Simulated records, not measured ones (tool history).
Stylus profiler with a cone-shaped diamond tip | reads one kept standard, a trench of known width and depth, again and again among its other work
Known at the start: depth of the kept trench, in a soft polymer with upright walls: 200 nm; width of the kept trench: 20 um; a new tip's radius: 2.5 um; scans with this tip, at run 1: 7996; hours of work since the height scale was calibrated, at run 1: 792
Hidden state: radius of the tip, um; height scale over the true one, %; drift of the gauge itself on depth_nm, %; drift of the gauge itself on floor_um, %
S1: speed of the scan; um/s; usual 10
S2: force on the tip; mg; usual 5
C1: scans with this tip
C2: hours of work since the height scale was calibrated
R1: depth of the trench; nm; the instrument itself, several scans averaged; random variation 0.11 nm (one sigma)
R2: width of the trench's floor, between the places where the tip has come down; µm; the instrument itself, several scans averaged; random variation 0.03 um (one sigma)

run	day	S1	S2	C1	C2	R1	R2
1	0	10	5	7996	792	202.75	17.85
2	1.604	10	1.81	8273	819	200.93	17.71
3	2.858	10	4.85	8488	841	202.62	17.81
4	4.242	10	4.85	8727	864	202.29	17.82
5	5.958	10	4.85	9023	894	202.45	17.76
6	7.229	10	4.85	9242	915	202.37	17.74
7	8.333	10	4.85	9432	934	202.38	17.72
8	10.171	4	2.19	9748	965	201.03	17.74
9	11.675	4	2.19	10007	991	201.04	17.75
10	13.112	13	5	10255	1016	202.54	17.72
11	14.225	3	6.31	10446	1035	203.04	17.71
12	15.296	30	2.77	10631	1053	201.36	17.66

3 ways to go on from here, each from the tool as it stands after run 12. What would each give?
A	17.638	4	2.77	11035	1093	?	?
B	17.638	30	6.25	11035	1093	?	?
C	17.638	22	13.86	11035	1093	?	?

run	R1	R2
A	201.19	17.69
B	202.85	17.69
C	205.79	17.71
Without the tool's hidden state the same runs would have given:
run	R1	R2
A	202.04	17.99
B	203.71	17.99
C	206.66	18
